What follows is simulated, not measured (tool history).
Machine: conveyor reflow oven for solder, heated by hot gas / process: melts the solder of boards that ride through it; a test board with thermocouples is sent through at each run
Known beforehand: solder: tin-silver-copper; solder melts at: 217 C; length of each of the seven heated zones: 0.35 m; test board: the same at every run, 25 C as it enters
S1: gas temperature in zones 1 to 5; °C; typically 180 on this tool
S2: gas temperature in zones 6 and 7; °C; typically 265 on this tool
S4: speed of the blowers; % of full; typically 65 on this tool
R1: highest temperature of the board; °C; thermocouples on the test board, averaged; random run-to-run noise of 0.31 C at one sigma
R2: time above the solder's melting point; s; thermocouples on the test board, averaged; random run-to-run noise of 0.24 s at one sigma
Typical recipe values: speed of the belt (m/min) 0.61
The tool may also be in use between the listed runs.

{"run": 1, "hour": 0.0, "S1": 180, "S2": 265, "speed of the belt (m/min)": 0.61, "S4": 65, "R1": 251.6, "R2": 53.7}
{"run": 2, "hour": 53.9, "S1": 180, "S2": 265, "speed of the belt (m/min)": 0.61, "S4": 65, "R1": 250.9, "R2": 53.5}
{"run": 3, "hour": 114.5, "S1": 180, "S2": 265, "speed of the belt (m/min)": 0.61, "S4": 84, "R1": 253.3, "R2": 56}
{"hour": 120.2, "done": "thermocouples of zones 6 and 7 changed"}
{"run": 4, "hour": 165.5, "S1": 180, "S2": 265, "speed of the belt (m/min)": 0.659, "S4": 84, "R1": 251.4, "R2": 50.3}
{"run": 5, "hour": 197.7, "S1": 180, "S2": 265, "speed of the belt (m/min)": 0.503, "S4": 65, "R1": 255.1, "R2": 69.3}
{"run": 6, "hour": 254.6, "S1": 180, "S2": 265, "speed of the belt (m/min)": 0.503, "S4": 65, "R1": 255.2, "R2": 69}
{"run": 7, "hour": 303.4, "S1": 180, "S2": 265, "speed of the belt (m/min)": 0.503, "S4": 65, "R1": 254.8, "R2": 68.7}
{"run": 8, "hour": 349.1, "S1": 180, "S2": 265, "speed of the belt (m/min)": 0.61, "S4": 72, "R1": 250.9, "R2": 53.4}
{"run": 9, "hour": 379.5, "S1": 180, "S2": 265, "speed of the belt (m/min)": 0.61, "S4": 65, "R1": 249.3, "R2": 51.8}
{"run": 10, "hour": 409.7, "S1": 180, "S2": 270, "speed of the belt (m/min)": 0.61, "S4": 65, "R1": 253.7, "R2": 55.2}
{"run": 11, "hour": 440.7, "S1": 180, "S2": 270, "speed of the belt (m/min)": 0.61, "S4": 65, "R1": 252.5, "R2": 54.5}
{"run": 12, "hour": 467.2, "S1": 180, "S2": 270, "speed of the belt (m/min)": 0.61, "S4": 65, "R1": 253.4, "R2": 54.8}
{"hour": 478.3, "done": "flux residue cleaned out of gas plates and filters"}
{"run": 13, "hour": 517.7, "S1": 180, "S2": 270, "speed of the belt (m/min)": 0.61, "S4": 65, "R1": 255, "R2": 56.5}
{"run": 14, "hour": 547.7, "S1": 180, "S2": 270, "speed of the belt (m/min)": 0.61, "S4": 65, "R1": 255.3, "R2": 56.8}
{"run": 15, "hour": 596.4, "S1": 180, "S2": 270, "speed of the belt (m/min)": 0.61, "S4": 65, "R1": 254.8, "R2": 56.8}
{"run": 16, "hour": 643.4, "S1": 180, "S2": 270, "speed of the belt (m/min)": 0.61, "S4": 65, "R1": 254.4, "R2": 56}

Run 17 is up next; what results do you expect?
{"run": 17, "hour": 686.2, "S1": 180, "S2": 270, "speed of the belt (m/min)": 0.623, "S4": 88, "R1": "?", "R2": "?"}

Run 17 measured R1 257.7 °C, R2 57.1 s.
Were there no unlogged condition in the tool, this run, its random variation unchanged, would have produced R1 259.6 °C, R2 57.1 s.

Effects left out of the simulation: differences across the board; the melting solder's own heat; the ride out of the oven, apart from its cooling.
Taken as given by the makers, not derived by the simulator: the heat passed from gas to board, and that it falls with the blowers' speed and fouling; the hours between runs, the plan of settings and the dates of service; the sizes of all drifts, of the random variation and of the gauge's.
